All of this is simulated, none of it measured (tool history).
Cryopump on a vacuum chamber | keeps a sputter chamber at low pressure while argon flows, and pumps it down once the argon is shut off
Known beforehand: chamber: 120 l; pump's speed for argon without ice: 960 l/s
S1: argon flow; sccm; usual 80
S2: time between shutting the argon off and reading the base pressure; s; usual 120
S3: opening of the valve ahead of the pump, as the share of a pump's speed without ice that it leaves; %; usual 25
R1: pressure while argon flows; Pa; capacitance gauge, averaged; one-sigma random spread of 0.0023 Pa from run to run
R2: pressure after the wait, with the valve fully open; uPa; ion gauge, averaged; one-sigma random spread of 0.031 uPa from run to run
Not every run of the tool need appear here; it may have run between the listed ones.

| run | hour | S1 | S2 | S3 | R1 | R2 |
|---|---|---|---|---|---|---|
| 1 | 0.0 | 80 | 120 | 25 | 0.5742 | 2.76 |
| 2 | 23.1 | 80 | 120 | 25 | 0.5725 | 2.78 |
| 3 | 34.8 | 80 | 120 | 25 | 0.5744 | 2.80 |
| 4 | 58.8 | 80 | 120 | 25 | 0.5778 | 2.81 |
| 5 | 70.3 | 80 | 120 | 53 | 0.2760 | 2.75 |
| 6 | 89.3 | 80 | 120 | 53 | 0.2778 | 2.75 |
| 7 | 100.5 | 80 | 120 | 53 | 0.2782 | 2.81 |
| 8 | 117.2 | 80 | 120 | 53 | 0.2807 | 2.87 |
| 9 | 135.7 | 80 | 120 | 30 | 0.4820 | 2.89 |
| 10 | 149.5 | 80 | 31 | 25 | 0.5755 | 6.41 |
| 11 | 170.2 | 80 | 31 | 25 | 0.5764 | 6.54 |
| 12 | 182.4 | 80 | 31 | 25 | 0.5783 | 6.22 |
| 13 | 201.0 | 80 | 31 | 25 | 0.5827 | 6.31 |
| 14 | 211.7 | 80 | 31 | 25 | 0.5795 | 6.50 |
| 15 | 235.6 | 85 | 120 | 25 | 0.6149 | 2.96 |
| 16 | 257.4 | 85 | 120 | 25 | 0.6170 | 2.85 |
| 17 | 269.6 | 80 | 73 | 25 | 0.5789 | 3.69 |
| 18 | 292.7 | 99 | 27 | 25 | 0.7200 | 7.31 |
| 19 | 316.2 | 55 | 27 | 25 | 0.4033 | 7.21 |
| 20 | 333.7 | 65 | 91 | 55 | 0.2256 | 3.31 |
| 21 | 352.5 | 65 | 175 | 55 | 0.2232 | 2.60 |
| 22 | 376.3 | 43 | 40 | 32 | 0.2480 | 5.46 |
| 23 | 392.4 | 43 | 40 | 32 | 0.2496 | 5.50 |
| 24 | 416.7 | 43 | 40 | 32 | 0.2499 | 5.61 |
| 25 | 432.3 | 91 | 192 | 23 | 0.7182 | 2.63 |
| 26 | 447.5 | 91 | 192 | 23 | 0.7253 | 2.67 |
| 27 | 467.2 | 70 | 120 | 30 | 0.4343 | 2.96 |
| 28 | 479.4 | 70 | 120 | 30 | 0.4344 | 3.09 |
| 29 | 494.7 | 126 | 67 | 30 | 0.7782 | 4.02 |
| 30 | 514.8 | 145 | 120 | 47 | 0.5929 | 3.15 |
| 31 | 534.3 | 109 | 120 | 19 | 1.0439 | 3.09 |
| 32 | 556.6 | 109 | 120 | 19 | 1.0415 | 3.15 |
| 33 | 576.9 | 80 | 87 | 33 | 0.4565 | 3.60 |
| 34 | 599.1 | 80 | 87 | 33 | 0.4560 | 3.56 |

Measured result minus the same run's result without the hidden state. Both carry the same run-to-run variation, though not necessarily the same gauge scatter:
Hidden conditions of the tool in this case: pump's speed, % of a pump's without ice; cold plate's temperature, K; leak into the chamber, uPa l/s; drift of the gauge itself on working_pa, %; drift of the gauge itself on base_upa, %.
| run | R1 | R2 |
|---|---|---|
| 1 | +0.0102 | +1.23 |
| 2 | +0.0109 | +1.23 |
| 3 | +0.0112 | +1.25 |
| 4 | +0.0119 | +1.27 |
| 5 | +0.0122 | +1.23 |
| 6 | +0.0128 | +1.25 |
| 7 | +0.0132 | +1.28 |
| 8 | +0.0138 | +1.32 |
| 9 | +0.0143 | +1.33 |
| 10 | +0.0147 | +1.33 |
| 11 | +0.0153 | +1.37 |
| 12 | +0.0159 | +1.31 |
| 13 | +0.0165 | +1.33 |
| 14 | +0.0167 | +1.38 |
| 15 | +0.0186 | +1.39 |
| 16 | +0.0193 | +1.36 |
| 17 | +0.0185 | +1.39 |
| 18 | +0.0240 | +1.44 |
| 19 | +0.0140 | +1.44 |
| 20 | +0.0169 | +1.42 |
| 21 | +0.0173 | +1.45 |
| 22 | +0.0120 | +1.47 |
| 23 | +0.0123 | +1.48 |
| 24 | +0.0128 | +1.54 |
| 25 | +0.0274 | +1.52 |
| 26 | +0.0283 | +1.56 |
| 27 | +0.0224 | +1.50 |
| 28 | +0.0228 | +1.55 |
| 29 | +0.0416 | +1.54 |
| 30 | +0.0494 | +1.59 |
| 31 | +0.0379 | +1.57 |
| 32 | +0.0389 | +1.62 |
| 33 | +0.0296 | +1.61 |
| 34 | +0.0303 | +1.59 |
